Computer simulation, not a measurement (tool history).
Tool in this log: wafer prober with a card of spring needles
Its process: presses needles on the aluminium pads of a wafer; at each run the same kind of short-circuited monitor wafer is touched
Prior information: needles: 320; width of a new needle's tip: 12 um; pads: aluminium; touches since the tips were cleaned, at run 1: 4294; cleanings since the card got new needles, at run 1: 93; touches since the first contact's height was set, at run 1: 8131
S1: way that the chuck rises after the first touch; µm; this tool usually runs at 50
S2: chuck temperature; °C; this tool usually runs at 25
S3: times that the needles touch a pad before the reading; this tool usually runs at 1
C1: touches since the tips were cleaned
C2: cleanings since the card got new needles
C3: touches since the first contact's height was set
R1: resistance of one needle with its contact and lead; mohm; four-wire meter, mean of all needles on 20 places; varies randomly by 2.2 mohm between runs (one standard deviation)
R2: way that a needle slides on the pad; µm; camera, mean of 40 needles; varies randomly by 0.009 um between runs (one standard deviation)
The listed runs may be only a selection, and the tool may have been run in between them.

Run 1, day 0: usual settings; C1 4294; C2 93; C3 8131. Result: R1 398 mohm, R2 12.877 µm.
At day 0.483: tips cleaned on abrasive film.
Run 2, day 1.442: usual settings but S3 3; C1 7551; C2 94; C3 19450. Result: R1 320 mohm, R2 12.878 µm.
At day 1.625: tips cleaned on abrasive film.
At day 2.646: tips cleaned on abrasive film.
At day 3.75: tips cleaned on abrasive film.
Run 3, day 3.758: usual settings; C1 81; C2 97; C3 37628. Result: R1 273 mohm, R2 12.812 µm.
At day 4.767: tips cleaned on abrasive film.
At day 5.8: tips cleaned on abrasive film.
Run 4, day 6.388: usual settings; C1 4636; C2 99; C3 58273. Result: R1 420 mohm, R2 12.763 µm.
At day 6.817: tips cleaned on abrasive film.
At day 7.812: tips cleaned on abrasive film.
At day 8.829: tips cleaned on abrasive film.
Run 5, day 8.983: usual settings; C1 1222; C2 102; C3 78642. Result: R1 324 mohm, R2 12.694 µm.
At day 9.925: tips cleaned on abrasive film.
At day 10.421: height of the first contact set anew.
At day 11.062: tips cleaned on abrasive film.
Run 6, day 11.062: usual settings; C1 0; C2 104; C3 5012. Result: R1 261 mohm, R2 12.874 µm.
At day 12.175: tips cleaned on abrasive film.
Run 7, day 12.317: usual settings but S2 40 °C; C1 1114; C2 105; C3 14860. Result: R1 305 mohm, R2 12.867 µm.
At day 13.167: tips cleaned on abrasive film.
At day 14.175: tips cleaned on abrasive film.
Run 8, day 14.362: usual settings; C1 1471; C2 107; C3 30931. Result: R1 325 mohm, R2 12.836 µm.
At day 15.296: tips cleaned on abrasive film.
Run 9, day 16.229: usual settings but S1 37 µm; C1 7362; C2 108; C3 45599. Result: R1 644 mohm, R2 9.455 µm.
At day 16.392: tips cleaned on abrasive film.
Run 10, day 17.358: usual settings but S1 39 µm, S2 45 °C, S3 2; C1 7636; C2 109; C3 54478. Result: R1 461 mohm, R2 9.947 µm.
At day 17.5: tips cleaned on abrasive film.
At day 18.588: tips cleaned on abrasive film.
At day 19.762: tips cleaned on abrasive film.
Run 11, day 19.904: usual settings but S2 47 °C; C1 1125; C2 112; C3 74449. Result: R1 321 mohm, R2 12.755 µm.
At day 20.742: tips cleaned on abrasive film.
At day 21.762: tips cleaned on abrasive film.
At day 21.888: height of the first contact set anew.
Run 12, day 22.35: usual settings but S2 47 °C; C1 4525; C2 114; C3 3646. Result: R1 409 mohm, R2 12.893 µm.
At day 22.779: tips cleaned on abrasive film.
At day 24: tips cleaned on abrasive film.
At day 24.983: tips cleaned on abrasive film.
Run 13, day 24.983: usual settings but S2 47 °C; C1 0; C2 117; C3 24304. Result: R1 274 mohm, R2 12.839 µm.
At day 26.058: tips cleaned on abrasive film.
Run 14, day 26.771: usual settings but S1 47 µm, S2 65 °C, S3 3; C1 5625; C2 118; C3 38360. Result: R1 334 mohm, R2 12.036 µm.
At day 27.075: tips cleaned on abrasive film.
At day 28.096: tips cleaned on abrasive film.
Run 15, day 28.825: usual settings but S1 35 µm, S2 40 °C; C1 5740; C2 120; C3 54452. Result: R1 665 mohm, R2 8.93 µm.
At day 29.258: tips cleaned on abrasive film.
At day 30.362: tips cleaned on abrasive film.
At day 31.358: tips cleaned on abrasive film.
Run 16, day 31.358: usual settings but S1 35 µm, S2 40 °C; C1 0; C2 123; C3 74322. Result: R1 299 mohm, R2 8.857 µm.
At day 32.404: tips cleaned on abrasive film.
Run 17, day 32.775: usual settings but S1 61 µm, S2 119 °C; C1 2923; C2 124; C3 85466. Result: R1 358 mohm, R2 15.556 µm.

4 ways to go on from here, each from the tool as it stands after run 17. What would each give?
At day 33.362: height of the first contact set anew.
At day 33.588: tips cleaned on abrasive film.
At day 34.571: tips cleaned on abrasive film.
Run A, day 34.608: usual settings but S1 40 µm; C1 284; C2 126; C3 9733. Result: R1 ?, R2 ?.
At day 33.362: height of the first contact set anew.
At day 33.588: tips cleaned on abrasive film.
At day 34.571: tips cleaned on abrasive film.
Run B, day 34.608: usual settings but S1 61 µm, S2 68 °C; C1 284; C2 126; C3 9733. Result: R1 ?, R2 ?.
At day 33.362: height of the first contact set anew.
At day 33.588: tips cleaned on abrasive film.
At day 34.571: tips cleaned on abrasive film.
Run C, day 34.608: usual settings but S3 2; C1 284; C2 126; C3 9733. Result: R1 ?, R2 ?.
At day 33.362: height of the first contact set anew.
At day 33.588: tips cleaned on abrasive film.
At day 34.571: tips cleaned on abrasive film.
Run D, day 34.608: usual settings but S1 36 µm, S2 87 °C, S3 2; C1 284; C2 126; C3 9733. Result: R1 ?, R2 ?.

run   R1      R2
  A  302  10.268
  B  277  15.697
  C  263  12.858
  D  310   9.247
Without the tool's hidden state the same runs would have given:
run   R1      R2
  A  242  10.312
  B  249  15.741
  C  236  12.902
  D  265   9.291
